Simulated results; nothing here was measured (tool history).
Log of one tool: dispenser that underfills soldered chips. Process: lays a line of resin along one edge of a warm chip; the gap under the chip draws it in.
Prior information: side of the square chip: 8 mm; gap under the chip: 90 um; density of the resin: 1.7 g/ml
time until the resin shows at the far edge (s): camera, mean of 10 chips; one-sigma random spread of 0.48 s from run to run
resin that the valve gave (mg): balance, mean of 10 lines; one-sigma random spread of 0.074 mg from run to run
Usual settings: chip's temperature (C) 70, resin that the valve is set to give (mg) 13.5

run	hour	chip's temperature (C)	resin that the valve is set to give (mg)	time until the resin shows at the far edge (s)	resin that the valve gave (mg)
1	0	70	13.5	49.9	13.4
# hour 5.3: new syringe of resin
2	5.3	70	13.5	39.9	13.3
3	10.8	70	13.5	52	13.23
# hour 16.3: new syringe of resin
4	16.3	60	13.5	62.5	13.23
5	21.3	60	13.5	78.2	13.14
# hour 27.3: new syringe of resin
6	29.1	60	13.5	68.3	13.06
7	37	60	13.5	93.8	13.16
# hour 38.1: new syringe of resin
# hour 43.4: dispensing valve cleaned and set on the balance
8	46.1	70	13.3	54.6	13.44
# hour 50.3: new syringe of resin
9	55.1	70	17.1	47	17.06
10	59.8	70	13.4	59.2	13.44
# hour 61.3: new syringe of resin
11	67.9	70	13.4	52.2	13.45
# hour 72.2: new syringe of resin
12	73.5	70	13.4	42.5	13.33
13	77.9	70	13.4	50.9	13.01
# hour 83.1: new syringe of resin
14	83.5	72	13.5	37.5	13.06
15	91.5	72	13.5	52.9	13.1
# hour 93.9: new syringe of resin
16	96.7	70	11.9	48.3	11.57
17	100.4	70	11.9	56	11.62
# hour 104.9: new syringe of resin
18	107.2	70	11.9	47.3	11.5
# hour 111.6: dispensing valve cleaned and set on the balance
19	113.4	59	13.6	91.8	13.52
# hour 116.6: new syringe of resin
20	121.7	59	13.6	84.1	13.5
21	125.5	61	12.5	90.4	12.32
# hour 127.4: new syringe of resin
22	132.2	61	12.5	77.9	12.42
# hour 138.7: new syringe of resin
23	138.7	61	12.5	62.3	12.35
24	146.3	61	12.5	87.9	12.38
# hour 149.7: new syringe of resin
25	153.6	61	12.5	74.5	12.33
26	158.8	61	12.5	92	12.21
# hour 161: new syringe of resin
27	165.3	61	11.8	78.6	11.55
28	170.4	61	11.8	97.6	11.29
# hour 171.8: new syringe of resin
# hour 180.1: dispensing valve cleaned and set on the balance
29	180.2	56	12.7	111.1	12.74
# hour 184: new syringe of resin
30	186.4	70	13.6	44.7	13.55
31	191.5	70	13.6	55.1	13.43
# hour 195.4: new syringe of resin
32	200.2	64	14.4	65	14.22
# hour 206.5: new syringe of resin
33	207.4	77	14.4	30.6	14.13
34	214.4	65	11.5	75.8	11.2
# hour 217.4: new syringe of resin
35	218.6	77	11.5	32.9	11.32
36	222.7	77	11.5	39.5	11.33

A few steps of time until the resin shows at the far edge (s) between consecutive runs. Split each: what settings, incoming material and random variation would produce without the hidden state, and what is left over for the hidden state, along with gauge scatter present in only one of the two compared results (measured, and without hidden state):
Hidden state present: resin's viscosity, % of fresh resin's; dose that the valve gives, % of what is set; true chip temperature over the reading, C; drift of the gauge itself on fill_s, %; drift of the gauge itself on given_mg, %.
Run 6 -> 7: settings left as they were, no log entry in between. time until the resin shows at the far edge (s) +25.5: hidden state +26.6, all else -1.1.
Run 18 -> 19: chip's temperature (C) 70 -> 59, resin that the valve is set to give (mg) 11.9 -> 13.6, dispensing valve cleaned and set on the balance. time until the resin shows at the far edge (s) +44.5: hidden state +22.5, all else +22.
Run 23 -> 24: settings left as they were, no log entry in between. time until the resin shows at the far edge (s) +25.6: hidden state +24.4, all else +1.2.
Run 29 -> 30: chip's temperature (C) 56 -> 70, resin that the valve is set to give (mg) 12.7 -> 13.6, new syringe of resin. time until the resin shows at the far edge (s) -66.4: hidden state -30.2, all else -36.2.
Run 33 -> 34: chip's temperature (C) 77 -> 65, resin that the valve is set to give (mg) 14.4 -> 11.5. time until the resin shows at the far edge (s) +45.2: hidden state +23.4, all else +21.8.
